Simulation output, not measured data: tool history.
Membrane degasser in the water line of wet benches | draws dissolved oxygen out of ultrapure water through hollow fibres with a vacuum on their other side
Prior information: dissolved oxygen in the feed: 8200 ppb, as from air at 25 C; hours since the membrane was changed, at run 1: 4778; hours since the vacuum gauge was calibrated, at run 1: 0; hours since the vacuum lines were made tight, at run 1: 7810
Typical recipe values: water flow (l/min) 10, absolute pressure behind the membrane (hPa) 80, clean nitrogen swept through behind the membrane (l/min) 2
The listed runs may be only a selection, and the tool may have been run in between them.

| run | day | water flow (l/min) | absolute pressure behind the membrane (hPa) | clean nitrogen swept through behind the membrane (l/min) | hours since the membrane was changed | hours since the vacuum gauge was calibrated | hours since the vacuum lines were made tight | dissolved oxygen in the water behind the degasser (ppb) | pressure that the water loses in the fibres (hPa) |
|---|---|---|---|---|---|---|---|---|---|
| 1 | 0 | 10 | 80 | 2 | 4778 | 0 | 7810 | 66.8 | 592.6 |
| 2 | 4.583 | 6 | 80 | 2 | 4888 | 110 | 7920 | 35.7 | 354.5 |
| 3 | 9.55 | 10 | 80 | 4.32 | 5007 | 229 | 8039 | 36.3 | 592.4 |
| 4 | 15.812 | 16 | 80 | 2 | 5158 | 379 | 8189 | 163.3 | 950.3 |
| 5 | 21.512 | 10 | 77.3 | 2 | 5294 | 516 | 8326 | 63.9 | 592.5 |
| 6 | 25.521 | 10 | 77.3 | 2 | 5391 | 612 | 8422 | 63.4 | 597.7 |
| 7 | 31.692 | 10 | 80 | 2 | 5539 | 761 | 8571 | 67.3 | 598.9 |
| 8 | 37.671 | 10 | 80 | 2 | 5682 | 904 | 8714 | 67 | 592.7 |
| 9 | 43.442 | 10 | 80 | 2 | 5821 | 1043 | 8853 | 66.6 | 594.5 |
| 10 | 46.471 | 10 | 80 | 2 | 5894 | 1115 | 8925 | 66.5 | 594.9 |
| 11 | 50.475 | 10 | 80 | 2 | 5990 | 1211 | 9021 | 67.1 | 598.8 |
|  | 51.417 | seals of the vacuum lines changed |
| 12 | 53.458 | 10 | 80 | 2 | 6059 | 1281 | 49 | 67 | 594.3 |
| 13 | 56.854 | 10 | 80 | 2 | 6141 | 1363 | 130 | 66.8 | 596.1 |
| 14 | 62.338 | 10 | 80 | 2 | 6272 | 1494 | 262 | 67.2 | 598.3 |
| 15 | 68.454 | 10 | 80 | 2 | 6419 | 1641 | 409 | 66.6 | 597.6 |
| 16 | 74.7 | 10 | 80 | 2 | 6569 | 1791 | 559 | 66.9 | 597.8 |
| 17 | 77.5 | 10 | 62.9 | 2.09 | 6636 | 1858 | 626 | 45 | 597.8 |
| 18 | 80.45 | 10 | 55.3 | 1.35 | 6707 | 1929 | 697 | 50 | 596.9 |
| 19 | 84.117 | 10 | 96.8 | 2 | 6795 | 2017 | 785 | 87.4 | 597 |
| 20 | 88.362 | 7 | 51.6 | 5.48 | 6897 | 2119 | 887 | 7.2 | 417.6 |
| 21 | 91.333 | 10 | 163.1 | 0.86 | 6968 | 2190 | 958 | 350.8 | 596.9 |
| 22 | 97.425 | 13 | 147.7 | 2.54 | 7114 | 2336 | 1104 | 173 | 771.5 |
| 23 | 100.775 | 10 | 96.8 | 2 | 7195 | 2417 | 1185 | 86.5 | 592.2 |
| 24 | 104.508 | 10 | 80 | 2.33 | 7284 | 2506 | 1274 | 58.9 | 593.2 |
| 25 | 109.783 | 10 | 80 | 2.33 | 7411 | 2633 | 1401 | 58.9 | 598.7 |
| 26 | 112.417 | 10 | 80 | 2.33 | 7474 | 2696 | 1464 | 59.1 | 595.6 |
| 27 | 115.829 | 10 | 80 | 2.33 | 7556 | 2778 | 1546 | 58.6 | 595.8 |
| 28 | 120.404 | 15 | 98.8 | 2 | 7666 | 2888 | 1656 | 173.3 | 896.4 |
| 29 | 123.671 | 11 | 141.5 | 2.59 | 7744 | 2966 | 1734 | 127.1 | 649.9 |
| 30 | 129.929 | 11 | 86.9 | 1.1 | 7894 | 3116 | 1884 | 142.3 | 653.9 |
| 31 | 133.038 | 14 | 59.6 | 4.16 | 7969 | 3191 | 1959 | 66.7 | 836.3 |
| 32 | 136.412 | 14 | 59.6 | 4.16 | 8050 | 3272 | 2040 | 65.9 | 835 |

Each row is a separate what-if for the run after 32, all from the same tool condition, not one after another. Results?
| A | 140.588 | 11 | 80 | 2.39 | 8150 | 3372 | 2140 | ? | ? |
| B | 140.588 | 9 | 80 | 4.51 | 8150 | 3372 | 2140 | ? | ? |
| C | 140.588 | 9 | 133 | 2.13 | 8150 | 3372 | 2140 | ? | ? |

| run | dissolved oxygen in the water behind the degasser (ppb) | pressure that the water loses in the fibres (hPa) |
|---|---|---|
| A | 68.1 | 652.9 |
| B | 28.4 | 536.2 |
| C | 108.7 | 538 |
With the hidden condition removed and each run's random variation left untouched, the same runs would have given:
| run | dissolved oxygen in the water behind the degasser (ppb) | pressure that the water loses in the fibres (hPa) |
|---|---|---|
| A | 68.1 | 652.6 |
| B | 28.4 | 535.9 |
| C | 108.6 | 537.7 |
